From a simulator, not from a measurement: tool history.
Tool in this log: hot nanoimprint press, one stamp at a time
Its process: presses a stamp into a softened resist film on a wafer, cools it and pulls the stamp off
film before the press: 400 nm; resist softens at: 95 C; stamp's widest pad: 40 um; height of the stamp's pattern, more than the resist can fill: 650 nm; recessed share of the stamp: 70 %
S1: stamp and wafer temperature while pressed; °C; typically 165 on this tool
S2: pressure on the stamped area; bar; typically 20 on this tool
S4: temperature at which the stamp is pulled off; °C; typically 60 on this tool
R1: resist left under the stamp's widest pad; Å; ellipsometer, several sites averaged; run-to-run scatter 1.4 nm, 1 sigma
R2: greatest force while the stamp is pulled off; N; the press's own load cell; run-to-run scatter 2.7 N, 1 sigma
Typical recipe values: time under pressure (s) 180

run 1 hour=0.0 | S1=165 S2=20 time_under_pressure_(s)=180 S4=60 | R1=1931 R2=195
-- hour=27.7 stamp cleaned and given a new release coat
run 2 hour=73.8 | S1=165 S2=20 time_under_pressure_(s)=180 S4=60 | R1=1932 R2=125
-- hour=102.6 plate thermocouple calibrated
run 3 hour=132.4 | S1=165 S2=20 time_under_pressure_(s)=180 S4=59 | R1=2190 R2=141
run 4 hour=185.8 | S1=165 S2=20 time_under_pressure_(s)=180 S4=46 | R1=2165 R2=164
run 5 hour=256.7 | S1=165 S2=20 time_under_pressure_(s)=180 S4=60 | R1=2163 R2=147
run 6 hour=313.8 | S1=165 S2=20 time_under_pressure_(s)=180 S4=60 | R1=2162 R2=146

Predict the results of run 7:
run 7 hour=394.1 | S1=165 S2=20 time_under_pressure_(s)=180 S4=60 | R1=? R2=?

Run 7 measured R1 2124 Å, R2 163 N.
Take away the tool's hidden state, keep the run-to-run variation as it was, and the same run would have given R1 2180 Å, R2 131 N.
